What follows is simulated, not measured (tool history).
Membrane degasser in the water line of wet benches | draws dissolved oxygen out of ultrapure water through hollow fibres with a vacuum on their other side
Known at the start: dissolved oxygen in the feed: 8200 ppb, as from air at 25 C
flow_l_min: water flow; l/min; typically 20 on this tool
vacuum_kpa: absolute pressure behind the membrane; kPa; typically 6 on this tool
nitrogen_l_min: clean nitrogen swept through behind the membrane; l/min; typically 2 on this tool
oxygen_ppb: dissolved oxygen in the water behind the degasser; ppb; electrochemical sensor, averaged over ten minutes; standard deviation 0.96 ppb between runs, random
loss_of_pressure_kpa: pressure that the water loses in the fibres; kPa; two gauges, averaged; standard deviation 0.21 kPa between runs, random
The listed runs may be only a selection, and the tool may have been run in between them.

Run 1, day 0: usual settings. Result: oxygen_ppb 92.5 ppb, loss_of_pressure_kpa 47.02 kPa.
Run 2, day 1.4: usual settings. Result: oxygen_ppb 92.5 ppb, loss_of_pressure_kpa 46.75 kPa.
Run 3, day 2.462: usual settings. Result: oxygen_ppb 92.8 ppb, loss_of_pressure_kpa 46.6 kPa.
Run 4, day 3.8: usual settings but flow_l_min 31 l/min. Result: oxygen_ppb 159.3 ppb, loss_of_pressure_kpa 72.35 kPa.
Run 5, day 5.312: usual settings. Result: oxygen_ppb 91.3 ppb, loss_of_pressure_kpa 46.86 kPa.
Run 6, day 6.446: usual settings. Result: oxygen_ppb 90 ppb, loss_of_pressure_kpa 46.61 kPa.
Run 7, day 8.112: usual settings. Result: oxygen_ppb 92.3 ppb, loss_of_pressure_kpa 46.86 kPa.
Run 8, day 9.433: usual settings. Result: oxygen_ppb 89.9 ppb, loss_of_pressure_kpa 46.31 kPa.
Run 9, day 11.171: usual settings but nitrogen_l_min 1.9 l/min. Result: oxygen_ppb 95.3 ppb, loss_of_pressure_kpa 46.44 kPa.

Forecast run 10:
Run 10, day 12.892: usual settings but flow_l_min 32 l/min, vacuum_kpa 5.28 kPa. Result: oxygen_ppb ?, loss_of_pressure_kpa ?.

{"run 10": {"oxygen_ppb": 141, "loss_of_pressure_kpa": 74.85}}
Were there no unlogged condition in the tool, this run, its random variation unchanged, would have produced oxygen_ppb 140.9 ppb, loss_of_pressure_kpa 75.46 kPa.
